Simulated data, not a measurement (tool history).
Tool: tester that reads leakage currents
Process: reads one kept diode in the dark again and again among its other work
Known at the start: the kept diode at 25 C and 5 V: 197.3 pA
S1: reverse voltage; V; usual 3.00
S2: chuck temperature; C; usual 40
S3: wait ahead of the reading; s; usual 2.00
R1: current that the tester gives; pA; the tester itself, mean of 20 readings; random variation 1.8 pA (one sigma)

Run 1, hour 0.0: usual settings. Result: R1 702.30 pA.
Run 2, hour 30.4: usual settings. Result: R1 704.16 pA.
Run 3, hour 48.0: usual settings but S1 10.10 V. Result: R1 1089.57 pA.
Run 4, hour 69.9: usual settings but S1 10.10 V. Result: R1 1087.72 pA.
Run 5, hour 94.6: usual settings but S1 10.10 V. Result: R1 1092.33 pA.
Run 6, hour 120.1: usual settings but S1 10.10 V. Result: R1 1096.59 pA.
Run 7, hour 140.7: usual settings but S1 10.10 V. Result: R1 1096.70 pA.
Run 8, hour 160.0: usual settings but S2 39 C. Result: R1 662.83 pA.
Run 9, hour 182.6: usual settings. Result: R1 709.58 pA.
Run 10, hour 214.7: usual settings. Result: R1 713.10 pA.
Run 11, hour 235.0: usual settings. Result: R1 715.46 pA.
Run 12, hour 259.3: usual settings. Result: R1 720.40 pA.
Run 13, hour 273.0: usual settings. Result: R1 716.46 pA.
Run 14, hour 296.5: usual settings but S1 10.54 V, S2 29 C, S3 2.06 s. Result: R1 445.55 pA.
Run 15, hour 325.0: usual settings but S1 5.60 V, S2 25 C, S3 2.24 s. Result: R1 248.57 pA.
Run 16, hour 341.7: usual settings but S1 5.29 V, S2 21 C. Result: R1 169.49 pA.
At hour 347.4: probe card cleaned and baked.
Run 17, hour 365.6: usual settings but S1 7.66 V, S2 21 C, S3 0.49 s. Result: R1 199.86 pA.
Run 18, hour 389.5: usual settings but S1 7.66 V, S2 21 C, S3 0.49 s. Result: R1 200.25 pA.
Run 19, hour 410.9: usual settings but S1 7.66 V, S2 21 C, S3 0.49 s. Result: R1 201.15 pA.
Run 20, hour 438.1: usual settings but S1 2.61 V. Result: R1 694.54 pA.
Run 21, hour 470.1: usual settings but S1 1.78 V, S3 1.85 s. Result: R1 604.75 pA.
Run 22, hour 491.0: usual settings but S1 1.56 V, S2 26 C, S3 0.45 s. Result: R1 175.47 pA.
Run 23, hour 522.7: usual settings but S1 3.08 V, S3 0.40 s. Result: R1 741.49 pA.
At hour 528.6: probe card cleaned and baked, once more.
Run 24, hour 554.9: usual settings but S1 13.72 V, S2 26 C, S3 2.50 s. Result: R1 378.28 pA.
Run 25, hour 586.4: usual settings but S1 13.72 V, S2 26 C, S3 2.50 s. Result: R1 379.61 pA.

Hidden state or all else? Some run-to-run changes of R1, split into what the settings, what came in and random variation would give without the hidden state, and what is left for the hidden state (with any gauge scatter that isn't in both results):
The hidden state here: stray current of the dirty probe card, pA a volt; current scale over the true one, %; true chuck temperature over the reading, C; drift of the gauge itself on leakage_pa, %.
Run 19 -> 20: S1 7.66 -> 2.61, S2 21 -> 40, S3 0.49 -> 2.00. R1 +493.39 pA: hidden state +75.79, all else +417.60.
Run 22 -> 23: S1 1.56 -> 3.08, S2 26 -> 40, S3 0.45 -> 0.40. R1 +566.02 pA: hidden state +92.03, all else +473.99.

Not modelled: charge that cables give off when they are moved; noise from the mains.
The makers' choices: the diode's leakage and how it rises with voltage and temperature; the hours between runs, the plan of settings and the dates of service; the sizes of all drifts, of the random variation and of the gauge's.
